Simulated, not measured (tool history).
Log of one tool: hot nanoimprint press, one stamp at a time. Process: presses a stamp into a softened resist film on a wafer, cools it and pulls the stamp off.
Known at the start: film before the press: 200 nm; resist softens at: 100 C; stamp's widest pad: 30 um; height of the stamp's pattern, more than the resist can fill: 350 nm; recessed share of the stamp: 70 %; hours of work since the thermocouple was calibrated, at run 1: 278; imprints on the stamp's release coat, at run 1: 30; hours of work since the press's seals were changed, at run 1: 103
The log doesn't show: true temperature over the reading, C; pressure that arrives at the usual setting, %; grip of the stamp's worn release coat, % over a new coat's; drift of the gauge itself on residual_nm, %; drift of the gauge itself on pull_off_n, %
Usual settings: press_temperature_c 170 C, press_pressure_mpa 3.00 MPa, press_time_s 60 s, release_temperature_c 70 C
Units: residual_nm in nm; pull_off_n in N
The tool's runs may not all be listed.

run,hour,press_temperature_c,press_pressure_mpa,press_time_s,release_temperature_c,hours of work since the thermocouple was calibrated,imprints on the stamp's release coat,hours of work since the press's seals were changed,residual_nm,pull_off_n
1,0.0,170,3.00,60,70,278,30,103,101.2,107
2,26.8,170,3.00,60,70,289,77,114,101.5,114
3,56.8,170,3.00,60,70,301,129,126,101.6,119
4,76.1,170,3.00,39,70,308,163,134,116.9,118
5,89.5,170,3.00,39,70,314,187,139,117.8,120
6,111.6,170,3.00,39,70,323,226,148,117.2,111
7,137.8,170,3.00,39,70,333,272,159,117.4,125
8,164.3,170,3.00,39,70,344,318,169,117.1,122
# hour 172.9: plate thermocouple calibrated
9,185.5,170,3.00,39,70,5,350,177,120.5,121
10,206.1,158,3.00,39,70,13,386,185,167.7,126
11,220.5,158,3.00,39,70,19,412,191,167.2,126
12,251.8,158,3.00,39,70,32,467,203,166.9,129
13,281.2,158,3.00,39,70,44,518,215,166.3,130
14,311.7,170,1.93,60,70,56,572,227,122.6,133
15,334.9,170,1.83,60,70,65,613,237,125.2,131
16,363.0,170,3.00,60,57,76,662,248,103.6,163

Run 17 comes next. What will it give?
17,394.4,170,3.00,60,57,89,717,260,?,?

Run 17 gave residual_nm 104.4 nm, pull_off_n 154 N.
Without the tool's hidden state the same run would have given residual_nm 104.8 nm, pull_off_n 123 N.
